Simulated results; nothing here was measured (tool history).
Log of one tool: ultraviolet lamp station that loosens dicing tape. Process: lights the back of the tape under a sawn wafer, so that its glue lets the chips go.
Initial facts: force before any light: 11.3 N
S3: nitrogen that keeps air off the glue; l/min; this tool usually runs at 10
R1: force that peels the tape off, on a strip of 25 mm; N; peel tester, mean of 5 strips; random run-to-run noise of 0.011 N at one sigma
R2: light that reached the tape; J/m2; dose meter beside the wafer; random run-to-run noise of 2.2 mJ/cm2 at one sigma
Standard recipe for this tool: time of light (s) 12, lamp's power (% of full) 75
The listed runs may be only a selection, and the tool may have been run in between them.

run 1 hour=0 | time_of_light_(s)=12 lamp's_power_(%_of_full)=75 S3=10 | R1=0.474 R2=2020
run 2 hour=11.6 | time_of_light_(s)=12 lamp's_power_(%_of_full)=75 S3=10 | R1=0.455 R2=2080
run 3 hour=24.1 | time_of_light_(s)=12 lamp's_power_(%_of_full)=70 S3=10 | R1=0.559 R2=1900
run 4 hour=29.7 | time_of_light_(s)=12 lamp's_power_(%_of_full)=75 S3=3 | R1=1.329 R2=2060
run 5 hour=37 | time_of_light_(s)=12 lamp's_power_(%_of_full)=75 S3=3 | R1=1.396 R2=2030
run 6 hour=45.7 | time_of_light_(s)=12 lamp's_power_(%_of_full)=75 S3=4 | R1=1.086 R2=2020
run 7 hour=54.5 | time_of_light_(s)=12 lamp's_power_(%_of_full)=75 S3=10 | R1=0.461 R2=2010
run 8 hour=60.6 | time_of_light_(s)=12 lamp's_power_(%_of_full)=75 S3=10 | R1=0.462 R2=2010
run 9 hour=69.8 | time_of_light_(s)=12 lamp's_power_(%_of_full)=75 S3=10 | R1=0.479 R2=1960
run 10 hour=79.5 | time_of_light_(s)=12 lamp's_power_(%_of_full)=75 S3=10 | R1=0.471 R2=1980
run 11 hour=88.6 | time_of_light_(s)=12 lamp's_power_(%_of_full)=75 S3=10 | R1=0.476 R2=2020
run 12 hour=101 | time_of_light_(s)=12 lamp's_power_(%_of_full)=75 S3=10 | R1=0.463 R2=2050
run 13 hour=108.2 | time_of_light_(s)=12 lamp's_power_(%_of_full)=80 S3=9 | R1=0.443 R2=2130
run 14 hour=115 | time_of_light_(s)=12 lamp's_power_(%_of_full)=80 S3=9 | R1=0.437 R2=2150
run 15 hour=124.9 | time_of_light_(s)=12 lamp's_power_(%_of_full)=80 S3=9 | R1=0.447 R2=2150
run 16 hour=138.1 | time_of_light_(s)=12 lamp's_power_(%_of_full)=80 S3=9 | R1=0.448 R2=2170
run 17 hour=144.2 | time_of_light_(s)=12 lamp's_power_(%_of_full)=80 S3=9 | R1=0.431 R2=2140
run 18 hour=154 | time_of_light_(s)=8 lamp's_power_(%_of_full)=64 S3=9 | R1=1.751 R2=1130
run 19 hour=164.5 | time_of_light_(s)=8 lamp's_power_(%_of_full)=64 S3=9 | R1=1.785 R2=1110
run 20 hour=171.2 | time_of_light_(s)=9 lamp's_power_(%_of_full)=62 S3=9 | R1=1.512 R2=1220
run 21 hour=177.1 | time_of_light_(s)=16 lamp's_power_(%_of_full)=86 S3=20 | R1=0.142 R2=3030
run 22 hour=182.7 | time_of_light_(s)=12 lamp's_power_(%_of_full)=75 S3=5 | R1=0.884 R2=2030
run 23 hour=196.5 | time_of_light_(s)=12 lamp's_power_(%_of_full)=75 S3=5 | R1=0.905 R2=2000
run 24 hour=207.5 | time_of_light_(s)=12 lamp's_power_(%_of_full)=75 S3=5 | R1=0.915 R2=2010

Branching from run 24: 4 alternative next runs. What would each branch give?
run A hour=220.7 | time_of_light_(s)=16 lamp's_power_(%_of_full)=92 S3=16 | R1=? R2=?
run B hour=220.7 | time_of_light_(s)=12 lamp's_power_(%_of_full)=65 S3=15 | R1=? R2=?
run C hour=220.7 | time_of_light_(s)=9 lamp's_power_(%_of_full)=73 S3=4 | R1=? R2=?
run D hour=220.7 | time_of_light_(s)=12 lamp's_power_(%_of_full)=60 S3=5 | R1=? R2=?

run=A R1=0.13 R2=3270
run=B R1=0.498 R2=1780
run=C R1=1.915 R2=1500
run=D R1=1.374 R2=1620
What these runs would have given with no unlogged condition in the tool:
run=A R1=0.13 R2=3280
run=B R1=0.495 R2=1780
run=C R1=1.906 R2=1500
run=D R1=1.367 R2=1630

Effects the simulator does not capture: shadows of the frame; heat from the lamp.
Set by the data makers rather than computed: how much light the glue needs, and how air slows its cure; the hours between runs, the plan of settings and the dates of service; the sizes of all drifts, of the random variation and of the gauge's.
